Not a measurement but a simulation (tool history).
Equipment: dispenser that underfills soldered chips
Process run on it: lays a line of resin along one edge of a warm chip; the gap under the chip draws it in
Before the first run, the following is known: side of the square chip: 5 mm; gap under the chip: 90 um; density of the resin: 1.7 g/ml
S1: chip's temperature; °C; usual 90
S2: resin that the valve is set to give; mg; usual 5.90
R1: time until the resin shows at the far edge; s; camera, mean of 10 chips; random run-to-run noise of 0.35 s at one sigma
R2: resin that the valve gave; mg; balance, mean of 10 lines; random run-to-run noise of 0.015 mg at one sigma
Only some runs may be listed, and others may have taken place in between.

run   hour   S1    S2    R1    R2
  1    0.0   90  5.90  17.2  5.82
  2    5.4   98  5.90  15.7  5.78
       8.9  -- new syringe of resin
  3   10.9   98  5.90  14.0  5.79
  4   15.4   90  5.90  21.8  5.77
      18.4  -- new syringe of resin
  5   20.4   90  5.90  18.3  5.73
  6   23.7   90  5.90  21.1  5.76
      27.6  -- new syringe of resin
  7   28.7   90  5.48  17.2  5.36
  8   33.2   90  5.48  21.3  5.30
      37.0  -- new syringe of resin
  9   39.5   90  5.48  18.4  5.32
 10   44.0   90  5.48  21.8  5.30
      46.7  -- new syringe of resin
      49.3  -- dispensing valve cleaned and set on the balance
 11   49.6   90  5.48  18.3  5.46
 12   54.9   90  5.48  22.2  5.45
      57.0  -- new syringe of resin
 13   59.4   90  5.90  17.9  5.86
 14   64.7   90  5.90  21.8  5.85
      66.3  -- new syringe of resin
 15   71.0   90  5.90  19.9  5.83
      75.5  -- new syringe of resin
 16   76.2   90  5.90  17.0  5.80
 17   79.8   90  5.90  19.8  5.79
 18   83.2   90  5.85  22.7  5.76
      84.8  -- new syringe of resin
 19   86.8   88  6.60  18.9  6.49
 20   91.0   96  5.23  17.5  5.12
      94.2  -- new syringe of resin
 21   97.2   96  5.23  15.4  5.13
 22  100.4   96  5.23  17.4  5.11
     103.5  -- new syringe of resin
 23  103.8   96  5.23  13.8  5.12
 24  108.7  105  5.44  12.0  5.30
     113.1  -- new syringe of resin
 25  114.2  105  5.44  10.4  5.32
 26  117.5   89  5.93  20.8  5.75
 27  121.6   94  7.51  19.2  7.30
     122.5  -- new syringe of resin
 28  126.8   84  6.06  24.8  5.90
     131.8  -- new syringe of resin
 29  132.0   84  6.06  20.9  5.87
 30  135.7   84  6.06  23.9  5.86
 31  138.7   97  7.55  16.3  7.28
     140.9  -- new syringe of resin
 32  144.1   84  7.55  22.3  7.29
 33  148.6   84  7.55  27.2  7.24
     150.5  -- new syringe of resin
     152.0  -- dispensing valve cleaned and set on the balance
 34  154.6   90  7.67  17.5  7.67
     160.8  -- new syringe of resin
 35  160.8   80  6.17  23.3  6.18
 36  166.0   82  5.55  27.0  5.53

Predict each of these 4 candidate next runs independently; none follows another, all start after run 36:
     170.5  -- new syringe of resin
  A  172.9  100  6.69   ?   ?
     170.5  -- new syringe of resin
  B  172.9   95  7.28   ?   ?
     170.5  -- new syringe of resin
  C  172.9   90  7.51   ?   ?
     170.5  -- new syringe of resin
  D  172.9   90  5.76   ?   ?

run    R1    R2
  A  12.6  6.65
  B  14.7  7.23
  C  17.5  7.49
  D  18.1  5.72
Had the tool no hidden state, the same runs would have come out as:
run    R1    R2
  A  12.1  6.67
  B  14.2  7.26
  C  16.9  7.52
  D  17.4  5.75
